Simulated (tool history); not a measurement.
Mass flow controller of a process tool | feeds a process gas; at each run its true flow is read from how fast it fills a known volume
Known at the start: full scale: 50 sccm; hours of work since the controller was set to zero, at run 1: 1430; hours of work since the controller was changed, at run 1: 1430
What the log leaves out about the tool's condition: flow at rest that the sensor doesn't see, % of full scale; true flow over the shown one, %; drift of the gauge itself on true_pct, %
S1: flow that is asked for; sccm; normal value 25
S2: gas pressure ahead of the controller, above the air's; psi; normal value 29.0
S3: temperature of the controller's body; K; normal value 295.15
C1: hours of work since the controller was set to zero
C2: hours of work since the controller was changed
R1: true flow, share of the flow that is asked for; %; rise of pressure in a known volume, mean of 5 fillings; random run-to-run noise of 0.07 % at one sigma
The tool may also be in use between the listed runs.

run 1 hour=0.0 | S1=25 S2=29.0 S3=295.15 | C1=1430 C2=1430 | R1=98.62
run 2 hour=195.7 | S1=25 S2=29.0 S3=295.15 | C1=1497 C2=1497 | R1=98.71
run 3 hour=333.1 | S1=25 S2=29.0 S3=295.15 | C1=1544 C2=1544 | R1=98.78
run 4 hour=453.1 | S1=25 S2=29.0 S3=303.15 | C1=1585 C2=1585 | R1=99.00
run 5 hour=664.6 | S1=25 S2=29.0 S3=295.15 | C1=1658 C2=1658 | R1=98.82
run 6 hour=860.3 | S1=33 S2=29.0 S3=295.15 | C1=1725 C2=1725 | R1=99.12
run 7 hour=998.7 | S1=25 S2=29.0 S3=295.15 | C1=1772 C2=1772 | R1=98.81
run 8 hour=1191.8 | S1=25 S2=29.0 S3=295.15 | C1=1838 C2=1838 | R1=98.86
run 9 hour=1289.5 | S1=5 S2=30.6 S3=307.15 | C1=1872 C2=1872 | R1=100.58
run 10 hour=1473.7 | S1=5 S2=30.6 S3=307.15 | C1=1935 C2=1935 | R1=100.67
run 11 hour=1572.7 | S1=5 S2=30.6 S3=307.15 | C1=1969 C2=1969 | R1=100.70
run 12 hour=1762.2 | S1=5 S2=30.5 S3=295.15 | C1=2033 C2=2033 | R1=100.49
run 13 hour=1976.2 | S1=20 S2=34.7 S3=295.15 | C1=2107 C2=2107 | R1=98.88
run 14 hour=2180.2 | S1=46 S2=29.0 S3=308.15 | C1=2177 C2=2177 | R1=99.82
run 15 hour=2358.6 | S1=7 S2=38.7 S3=311.15 | C1=2238 C2=2238 | R1=100.38
run 16 hour=2532.2 | S1=7 S2=38.7 S3=311.15 | C1=2297 C2=2297 | R1=100.24

A few steps of R1 between consecutive runs. Split each: what settings, incoming material and random variation would produce without the hidden state, and what is left over for the hidden state, along with gauge scatter present in only one of the two compared results (measured, and without hidden state):
Run 8 -> 9: S1 25 -> 5, S2 29.0 -> 30.6, S3 295.15 -> 307.15. R1 +1.72 %: hidden state +2.50, all else -0.78.
